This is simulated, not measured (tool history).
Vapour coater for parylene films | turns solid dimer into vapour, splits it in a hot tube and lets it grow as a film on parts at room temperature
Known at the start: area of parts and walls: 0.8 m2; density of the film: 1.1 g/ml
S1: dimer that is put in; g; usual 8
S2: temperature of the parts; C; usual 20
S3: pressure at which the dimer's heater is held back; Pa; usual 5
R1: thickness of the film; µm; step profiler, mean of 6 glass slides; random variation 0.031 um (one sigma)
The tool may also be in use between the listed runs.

run,hour,S1,S2,S3,R1
1,0,8,20,5,5.47
2,17.3,8,20,5.09,5.41
3,41.8,8,20,5.09,5.44
4,69.9,8,20,5.09,5.46
5,87.9,8,17,5,6.21
6,111.6,8,17,5,6.21
7,131.3,8,20,5,5.48
8,149.1,8,20,5,5.42
9,172.8,8,20,5,5.35
10,186.9,8,20,5,5.39
11,210,8,20,5,5.41
12,232,8,20,5,5.37
13,249.6,13,20,5,8.73
14,267.2,13,20,5,8.71
15,283.2,13,20,5,8.67
16,298.6,13,20,5,8.68
17,322.7,8,20,5,5.27
18,352.4,8,20,5,5.28
19,382.3,8,20,6.7,5.12
20,398.9,8,20,6.7,5.13
21,420.4,8,20,6.7,5.13
22,436,4,20,6.7,2.58
23,464.1,8,20,5,5.24
24,494.2,8,20,5,5.19
25,519.4,8,24,5.44,4.34
# hour 534.9: table's thermometer calibrated
26,536.7,5,24,4.2,2.89
27,564.2,4,21,2.67,2.72
28,581,4,13,4.31,3.69
29,596.3,12,19,5,8.4
30,617.5,12,19,5,8.42
31,639.9,13,15,4.93,10.9
32,659.6,7,17,9.39,5.06
33,673.9,7,17,9.39,5.09
# hour 696.2: trap's valve overhauled
34,698.4,13,15,2.18,12.17
35,713.7,13,15,2.18,12.28
36,729.3,8,20,5,5.66
37,751,8,20,5,5.67
38,777.3,8,32,4.75,3.38
39,809,8,26,4.75,4.33
40,827.4,4,16,5,3.33
41,845.3,10,23,5.12,6.11
42,859.3,10,23,5.12,6.14
43,890.9,10,23,5.12,6.08
44,904.2,10,23,5.12,6.03
45,921,4,20,2.65,2.91
46,944,4,20,2.65,2.9
47,975.8,4,27,5.96,1.97

Hidden state or all else? Some run-to-run changes of R1, split into what the settings, what came in and random variation would give without the hidden state, and what is left for the hidden state (with any gauge scatter that isn't in both results):
The hidden state here: vapour lost through the trap's worn valve, %; true temperature of the parts over the reading, C; drift of the gauge itself on film_um, %.
Run 25 -> 26: S1 8 -> 5, S3 5.44 -> 4.2, table's thermometer calibrated. R1 -1.45 µm: hidden state +0.29, all else -1.74.
Run 28 -> 29: S1 4 -> 12, S2 13 -> 19, S3 4.31 -> 5. R1 +4.71 µm: hidden state -0.3, all else +5.01.
Run 31 -> 32: S1 13 -> 7, S2 15 -> 17, S3 4.93 -> 9.39. R1 -5.84 µm: hidden state +0.37, all else -6.21.
Run 33 -> 34: S1 7 -> 13, S2 17 -> 15, S3 9.39 -> 2.18, trap's valve overhauled. R1 +7.08 µm: hidden state +0.24, all else +6.84.
Run 35 -> 36: S1 13 -> 8, S2 15 -> 20, S3 2.18 -> 5. R1 -6.62 µm: hidden state +0.06, all else -6.68.
